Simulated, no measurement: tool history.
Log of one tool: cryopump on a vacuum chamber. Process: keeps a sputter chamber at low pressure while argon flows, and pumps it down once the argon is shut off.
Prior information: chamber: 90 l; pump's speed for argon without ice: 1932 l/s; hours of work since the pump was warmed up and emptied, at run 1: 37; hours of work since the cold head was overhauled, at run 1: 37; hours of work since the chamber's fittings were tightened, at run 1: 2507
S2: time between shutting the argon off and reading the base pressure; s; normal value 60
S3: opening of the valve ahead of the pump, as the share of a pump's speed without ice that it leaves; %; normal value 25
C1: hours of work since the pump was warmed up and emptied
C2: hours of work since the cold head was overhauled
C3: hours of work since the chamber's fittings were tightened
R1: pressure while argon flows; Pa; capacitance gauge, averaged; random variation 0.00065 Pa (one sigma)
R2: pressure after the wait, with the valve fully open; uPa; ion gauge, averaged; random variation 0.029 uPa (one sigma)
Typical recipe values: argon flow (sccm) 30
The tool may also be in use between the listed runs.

Run 1, day 0.000: usual settings; C1 37; C2 37; C3 2507. Result: R1 0.1046 Pa, R2 2.12 uPa.
Run 2, day 0.492: usual settings but argon flow (sccm) 41; C1 47; C2 47; C3 2517. Result: R1 0.1427 Pa, R2 2.08 uPa.
Run 3, day 1.100: usual settings; C1 59; C2 59; C3 2529. Result: R1 0.1052 Pa, R2 2.19 uPa.
Run 4, day 1.496: usual settings; C1 68; C2 68; C3 2537. Result: R1 0.1062 Pa, R2 2.13 uPa.
Run 5, day 2.262: usual settings; C1 83; C2 83; C3 2553. Result: R1 0.1049 Pa, R2 2.13 uPa.
Run 6, day 3.142: usual settings but S2 21 s; C1 102; C2 102; C3 2571. Result: R1 0.1061 Pa, R2 4.53 uPa.
Run 7, day 3.883: usual settings; C1 117; C2 117; C3 2587. Result: R1 0.1063 Pa, R2 2.17 uPa.
Run 8, day 4.621: usual settings but argon flow (sccm) 53; C1 132; C2 132; C3 2602. Result: R1 0.1878 Pa, R2 2.19 uPa.
Run 9, day 5.008: usual settings but argon flow (sccm) 53; C1 140; C2 140; C3 2610. Result: R1 0.1875 Pa, R2 2.22 uPa.
Run 10, day 5.575: usual settings but argon flow (sccm) 53; C1 152; C2 152; C3 2622. Result: R1 0.1895 Pa, R2 2.11 uPa.
Run 11, day 6.142: usual settings but S2 101 s, S3 50 %; C1 163; C2 163; C3 2633. Result: R1 0.0529 Pa, R2 1.71 uPa.
Run 12, day 6.638: usual settings but S2 21 s, S3 48 %; C1 174; C2 174; C3 2644. Result: R1 0.0566 Pa, R2 4.59 uPa.
Run 13, day 7.354: usual settings but S2 21 s, S3 48 %; C1 188; C2 188; C3 2658. Result: R1 0.0562 Pa, R2 4.52 uPa.
Run 14, day 7.875: usual settings but S2 21 s, S3 48 %; C1 199; C2 199; C3 2669. Result: R1 0.0556 Pa, R2 4.68 uPa.
Run 15, day 8.812: usual settings but S3 43 %; C1 218; C2 218; C3 2688. Result: R1 0.0635 Pa, R2 2.21 uPa.
Run 16, day 9.471: usual settings but S2 87 s, S3 37 %; C1 232; C2 232; C3 2702. Result: R1 0.0723 Pa, R2 1.84 uPa.
Run 17, day 9.983: usual settings but S2 62 s, S3 37 %; C1 243; C2 243; C3 2712. Result: R1 0.0733 Pa, R2 2.20 uPa.
Run 18, day 10.754: usual settings but S2 62 s, S3 37 %; C1 258; C2 258; C3 2728. Result: R1 0.0724 Pa, R2 2.25 uPa.
Run 19, day 11.262: usual settings but S2 62 s, S3 37 %; C1 269; C2 269; C3 2739. Result: R1 0.0734 Pa, R2 2.24 uPa.
Run 20, day 11.779: usual settings but argon flow (sccm) 25, S2 245 s, S3 37 %; C1 280; C2 280; C3 2749. Result: R1 0.0616 Pa, R2 1.35 uPa.

3 ways to go on from here, each from the tool as it stands after run 20. What would each give?
Run A, day 12.512: usual settings but argon flow (sccm) 33, S2 292 s, S3 23 %; C1 295; C2 295; C3 2765. Result: R1 ?, R2 ?.
Run B, day 12.512: usual settings but S3 31 %; C1 295; C2 295; C3 2765. Result: R1 ?, R2 ?.
Run C, day 12.512: usual settings but argon flow (sccm) 25, S2 165 s, S3 15 %; C1 295; C2 295; C3 2765. Result: R1 ?, R2 ?.

run      R1    R2
  A  0.1290  1.31
  B  0.0870  2.22
  C  0.1467  1.49
With no hidden state in the tool, these same runs would have given:
run      R1    R2
  A  0.1262  0.47
  B  0.0844  1.41
  C  0.1446  0.65

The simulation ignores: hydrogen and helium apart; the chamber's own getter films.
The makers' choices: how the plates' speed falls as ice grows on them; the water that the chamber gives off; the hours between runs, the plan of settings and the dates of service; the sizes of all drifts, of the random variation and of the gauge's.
